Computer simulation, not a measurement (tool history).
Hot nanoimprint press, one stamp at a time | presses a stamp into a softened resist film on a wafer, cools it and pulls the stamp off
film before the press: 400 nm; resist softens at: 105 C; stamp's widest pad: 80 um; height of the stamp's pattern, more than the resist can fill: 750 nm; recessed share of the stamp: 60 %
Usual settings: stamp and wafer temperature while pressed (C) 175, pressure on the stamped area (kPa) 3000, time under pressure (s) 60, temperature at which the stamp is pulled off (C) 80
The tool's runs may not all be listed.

run    hour  stamp and wafer temperature while pressed (C)  pressure on the stamped area (kPa)  time under pressure (s)  temperature at which the stamp is pulled off (C)  resist left under the stamp's widest pad (angstrom)  greatest force while the stamp is pulled off (N)
  1     0.0                                            175                                3000                       60                                                80                                                 1718                                               162
  2    35.3                                            175                                3000                       60                                                80                                                 1717                                               161
  3    61.8                                            175                                3000                       60                                                80                                                 1711                                               162
  4   107.1                                            172                                3000                       60                                                80                                                 1876                                               166
  5   162.7                                            172                                3000                       60                                                80                                                 1858                                               167
  6   194.9                                            182                                3000                       60                                                80                                                 1379                                               164
  7   229.0                                            182                                3000                       60                                                80                                                 1385                                               165
  8   274.6                                            175                                3000                       60                                                77                                                 1679                                               183
  9   302.5                                            175                                3000                       60                                                77                                                 1684                                               183
      322.8  -- stamp cleaned and given a new release coat
 10   342.3                                            175                                3000                       60                                                65                                                 1677                                               225
 11   378.8                                            175                                3000                       60                                                65                                                 1690                                               223
      421.3  -- press's hydraulic seals changed and the load cell set to zero
 12   423.0                                            175                                3000                       60                                                65                                                 1668                                               224
 13   452.9                                            175                                3000                       60                                                65                                                 1638                                               226
 14   498.8                                            166                                3000                       60                                                80                                                 2157                                               159
 15   553.5                                            166                                3000                       60                                                80                                                 2145                                               157
 16   588.8                                            175                                2890                       60                                                80                                                 1680                                               159
 17   615.6                                            173                                3000                       86                                                79                                                 1508                                               161
      641.8  -- plate thermocouple calibrated
 18   670.9                                            173                                3000                       86                                                79                                                 1585                                               173
 19   712.3                                            173                                3000                       86                                                79                                                 1604                                               171
 20   765.4                                            173                                4210                      114                                                79                                                 1186                                               175
 21   794.4                                            167                                1860                       42                                                66                                                 2865                                               237
      803.6  -- stamp cleaned and given a new release coat
 22   832.1                                            167                                1860                       42                                                66                                                 2870                                               221
 23   868.8                                            167                                1860                       42                                                66                                                 2857                                               219
 24   893.5                                            167                                4570                      100                                                66                                                 1465                                               226
 25   930.7                                            166                                4550                       49                                                88                                                 1951                                               121
 26   983.4                                            166                                4550                       49                                                88                                                 1929                                               121
 27  1024.1                                            166                                4550                       30                                                87                                                 2286                                               128
 28  1067.1                                            175                                3000                       57                                                74                                                 1713                                               191

Forecast each of these 3 alternatives for the next run:
  A  1120.1                                            179                                2310                       31                                                80                                                    ?                                                 ?
  B  1120.1                                            175                                3000                       32                                                74                                                    ?                                                 ?
  C  1120.1                                            175                                4730                       57                                                74                                                    ?                                                 ?

run  resist left under the stamp's widest pad (angstrom)  greatest force while the stamp is pulled off (N)
  A                                                 2112                                               162
  B                                                 2098                                               193
  C                                                 1329                                               188
Without the tool's hidden state the same runs would have given:
run  resist left under the stamp's widest pad (angstrom)  greatest force while the stamp is pulled off (N)
  A                                                 2170                                               159
  B                                                 2155                                               188
  C                                                 1363                                               184
